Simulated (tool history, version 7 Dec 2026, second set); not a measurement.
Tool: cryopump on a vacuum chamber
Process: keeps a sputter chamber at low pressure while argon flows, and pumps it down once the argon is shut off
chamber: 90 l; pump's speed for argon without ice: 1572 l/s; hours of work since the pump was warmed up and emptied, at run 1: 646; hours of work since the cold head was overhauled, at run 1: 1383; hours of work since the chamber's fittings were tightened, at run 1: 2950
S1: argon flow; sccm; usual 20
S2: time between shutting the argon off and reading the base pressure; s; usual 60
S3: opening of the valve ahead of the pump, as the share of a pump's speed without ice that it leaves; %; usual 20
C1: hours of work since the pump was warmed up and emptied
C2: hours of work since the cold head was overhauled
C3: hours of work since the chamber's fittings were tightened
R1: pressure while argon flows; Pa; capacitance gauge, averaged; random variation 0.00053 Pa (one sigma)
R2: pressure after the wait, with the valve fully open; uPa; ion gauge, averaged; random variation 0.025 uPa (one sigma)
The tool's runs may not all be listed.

Run 1, day 0: usual settings; C1 646; C2 1383; C3 2950. Result: R1 0.113 Pa, R2 3.71 uPa.
Run 2, day 3.133: usual settings; C1 693; C2 1430; C3 2997. Result: R1 0.1118 Pa, R2 3.77 uPa.
At day 3.825: pump warmed up, emptied and cooled again.
Run 3, day 7.125: usual settings; C1 49; C2 1486; C3 3054. Result: R1 0.1087 Pa, R2 3.33 uPa.
At day 7.821: leaking fittings of the chamber tightened, without venting.
Run 4, day 10.488: usual settings; C1 99; C2 1536; C3 40. Result: R1 0.1086 Pa, R2 1.11 uPa.
Run 5, day 13.246: usual settings; C1 140; C2 1577; C3 81. Result: R1 0.1096 Pa, R2 1.09 uPa.
Run 6, day 16.429: usual settings; C1 188; C2 1625; C3 129. Result: R1 0.1086 Pa, R2 1.19 uPa.
Run 7, day 18.779: usual settings; C1 223; C2 1660; C3 164. Result: R1 0.1086 Pa, R2 1.2 uPa.
Run 8, day 21.942: usual settings; C1 270; C2 1707; C3 212. Result: R1 0.1094 Pa, R2 1.24 uPa.
Run 9, day 25.054: usual settings; C1 317; C2 1754; C3 259. Result: R1 0.1097 Pa, R2 1.28 uPa.
Run 10, day 27.075: usual settings; C1 347; C2 1784; C3 289. Result: R1 0.1103 Pa, R2 1.37 uPa.
Run 11, day 29.692: usual settings; C1 387; C2 1824; C3 328. Result: R1 0.1097 Pa, R2 1.38 uPa.
Run 12, day 31.325: usual settings; C1 411; C2 1848; C3 353. Result: R1 0.1097 Pa, R2 1.4 uPa.
Run 13, day 33.179: usual settings but S2 123 s, S3 36 %; C1 439; C2 1876; C3 380. Result: R1 0.0634 Pa, R2 0.97 uPa.
Run 14, day 36.229: usual settings but S2 26 s; C1 485; C2 1922; C3 426. Result: R1 0.1112 Pa, R2 2.66 uPa.
Run 15, day 39.217: usual settings but S1 10 sccm, S2 26 s, S3 21 %; C1 530; C2 1967; C3 471. Result: R1 0.0533 Pa, R2 2.66 uPa.
Run 16, day 40.979: usual settings but S1 19 sccm, S2 199 s, S3 23 %; C1 556; C2 1993; C3 497. Result: R1 0.093 Pa, R2 0.98 uPa.
Run 17, day 43.675: usual settings but S1 19 sccm, S2 68 s, S3 41 %; C1 596; C2 2033; C3 538. Result: R1 0.0542 Pa, R2 1.47 uPa.
Run 18, day 46.679: usual settings but S1 22 sccm, S3 50 %; C1 642; C2 2078; C3 583. Result: R1 0.0528 Pa, R2 1.68 uPa.
Run 19, day 49.762: usual settings but S1 27 sccm, S2 28 s, S3 46 %; C1 688; C2 2125; C3 629. Result: R1 0.0704 Pa, R2 2.59 uPa.
At day 50.779: pump warmed up, emptied and cooled again.
Run 20, day 51.642: usual settings but S1 33 sccm, S2 123 s, S3 19 %; C1 13; C2 2150; C3 654. Result: R1 0.187 Pa, R2 1.16 uPa.
Run 21, day 54.454: usual settings but S1 33 sccm, S2 123 s, S3 19 %; C1 55; C2 2192; C3 696. Result: R1 0.1864 Pa, R2 1.16 uPa.
Run 22, day 57.238: usual settings but S1 13 sccm; C1 97; C2 2234; C3 738. Result: R1 0.0704 Pa, R2 1.66 uPa.

Forecast each of these 3 alternatives for the next run:
Run A, day 59.933: usual settings but S1 13 sccm, S3 54 %; C1 137; C2 2274; C3 779. Result: R1 ?, R2 ?.
Run B, day 59.933: usual settings but S1 13 sccm, S2 20 s, S3 16 %; C1 137; C2 2274; C3 779. Result: R1 ?, R2 ?.
Run C, day 59.933: usual settings but S2 113 s; C1 137; C2 2274; C3 779. Result: R1 ?, R2 ?.

run      R1    R2
  A  0.0265   1.7
  B  0.0888  3.42
  C  0.1087  1.24
Without the tool's hidden state the same runs would have given:
run      R1    R2
  A  0.0257  1.05
  B   0.088  2.77
  C  0.1076  0.61
